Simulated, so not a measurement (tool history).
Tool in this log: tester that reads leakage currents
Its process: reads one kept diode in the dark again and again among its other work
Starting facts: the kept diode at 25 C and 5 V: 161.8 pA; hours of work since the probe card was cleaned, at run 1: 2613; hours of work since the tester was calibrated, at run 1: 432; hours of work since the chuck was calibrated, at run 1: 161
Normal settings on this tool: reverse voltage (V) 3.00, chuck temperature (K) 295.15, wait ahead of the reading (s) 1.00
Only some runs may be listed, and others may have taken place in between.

run,hour,reverse voltage (V),chuck temperature (K),wait ahead of the reading (s),hours of work since the probe card was cleaned,hours of work since the tester was calibrated,hours of work since the chuck was calibrated,current that the tester gives (pA)
1,0.0,3.00,295.15,1.00,2613,432,161,102.57
2,158.9,3.00,296.15,1.00,2697,516,245,112.59
3,267.4,3.00,295.15,1.00,2755,573,303,106.27
4,413.6,3.00,295.15,1.00,2832,650,380,107.64
5,558.9,3.00,295.15,1.00,2909,727,457,109.52
6,724.5,3.00,295.15,1.00,2996,815,544,111.12
7,863.8,3.00,295.15,1.00,3070,888,618,112.23
8,1013.9,8.95,310.15,1.00,3149,968,697,618.13
9,1097.7,2.32,310.15,0.55,3194,1012,742,298.17
# hour 1129.8: probe card cleaned and baked
# hour 1131.8: chuck's temperature calibrated
10,1197.4,2.32,310.15,0.55,35,1062,35,264.03
11,1356.4,8.67,310.15,7.88,119,1146,119,553.35
12,1460.8,3.00,316.15,1.37,174,1201,174,473.98
13,1593.1,3.00,295.15,0.55,244,1271,244,103.31
14,1758.4,3.00,295.15,0.55,331,1359,331,106.18

Branching from run 14: 4 alternative next runs. What would each branch give?
A,1928.7,15.96,295.15,2.77,421,1449,421,?
B,1928.7,3.00,295.15,3.12,421,1449,421,?
C,1928.7,3.00,333.15,0.55,421,1449,421,?
D,1928.7,11.65,295.15,1.00,421,1449,421,?

run,current that the tester gives (pA)
A,266.71
B,107.01
C,1484.81
D,225.16
Take away the tool's hidden state, keep each run's random variation, and the runs would have read:
run,current that the tester gives (pA)
A,241.23
B,97.33
C,1381.28
D,204.00
